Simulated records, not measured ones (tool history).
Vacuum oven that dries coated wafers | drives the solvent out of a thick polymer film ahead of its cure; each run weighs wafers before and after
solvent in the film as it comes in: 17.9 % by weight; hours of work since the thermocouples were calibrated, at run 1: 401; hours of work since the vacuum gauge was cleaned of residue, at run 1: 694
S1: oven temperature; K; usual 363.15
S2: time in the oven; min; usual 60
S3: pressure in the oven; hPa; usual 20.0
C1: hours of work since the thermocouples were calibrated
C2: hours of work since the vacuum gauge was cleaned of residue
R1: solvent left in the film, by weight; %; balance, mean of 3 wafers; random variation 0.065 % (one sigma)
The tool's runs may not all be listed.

run,day,S1,S2,S3,C1,C2,R1
1,0.000,363.15,60,20.0,401,694,4.64
2,3.575,363.15,60,20.0,436,729,4.62
3,5.725,363.15,60,20.0,457,750,4.64
4,8.233,363.15,60,20.0,481,775,4.54
5,12.162,363.15,60,13.2,520,813,4.41
6,14.617,363.15,60,34.5,544,837,5.26
7,16.712,363.15,60,34.5,564,858,5.17
8,19.975,364.15,60,34.5,596,890,4.79
9,23.400,363.15,97,20.0,630,923,2.56
10,25.471,363.15,60,12.5,650,944,4.30
11,29.354,356.15,60,20.0,688,982,7.49
12,33.467,356.15,60,20.0,729,1022,7.50
13,36.321,356.15,60,20.0,757,1050,7.42
14,40.104,363.15,60,20.0,794,1087,4.56
15,43.758,363.15,60,20.0,830,1123,4.64
16,47.796,370.15,60,20.0,869,1162,2.25
17,51.000,363.15,60,20.0,900,1194,4.66
18,54.638,363.15,60,20.0,936,1229,4.56
19,58.283,363.15,60,20.0,972,1265,4.73
20,62.025,362.15,60,20.0,1009,1302,4.97
21,63.979,363.15,60,20.0,1028,1321,4.67
22,66.846,363.15,60,20.0,1056,1349,4.71
23,69.167,363.15,60,20.0,1079,1372,4.63
24,71.408,363.15,95,27.5,1101,1394,3.18
25,74.958,363.15,95,27.5,1135,1429,3.02
26,77.508,377.15,45,27.5,1160,1454,1.80
# day 79.850: vacuum gauge cleaned of residue and calibrated
27,80.175,377.15,45,27.5,1186,3,1.77
28,84.067,363.15,48,42.3,1224,41,6.53
29,87.858,364.15,59,33.4,1261,78,4.97
30,89.829,364.15,59,33.4,1280,98,4.93
31,93.188,364.15,51,27.9,1313,131,5.36
32,95.058,364.15,51,27.9,1332,149,5.32
33,97.312,363.15,65,12.7,1354,171,3.85
34,101.183,371.15,49,54.9,1392,209,4.10
35,103.150,377.15,60,20.0,1411,228,0.97
36,106.929,360.15,60,13.6,1448,265,5.58
37,108.796,360.15,60,69.3,1466,284,8.15
38,112.250,360.15,60,69.3,1500,318,8.07
39,114.675,360.15,60,44.2,1524,341,6.94
40,116.629,363.15,42,45.5,1543,360,7.25
41,120.892,361.15,60,31.4,1585,402,5.88
42,123.246,361.15,30,31.4,1608,425,9.31
43,125.871,354.15,60,12.5,1634,451,7.97
44,128.504,351.15,87,23.6,1659,477,8.06
45,132.529,366.15,71,39.7,1699,516,3.68
# day 133.958: oven's thermocouples calibrated
46,136.888,348.15,43,10.5,29,558,11.16

3 ways to go on from here, each from the tool as it stands after run 46. What would each give?
A,140.754,348.15,67,10.5,67,596,?
B,140.754,365.15,60,20.0,67,596,?
C,140.754,363.15,77,27.0,67,596,?

run,R1
A,9.60
B,3.86
C,3.74
Without the tool's hidden state the same runs would have given:
run,R1
A,9.59
B,3.85
C,3.74
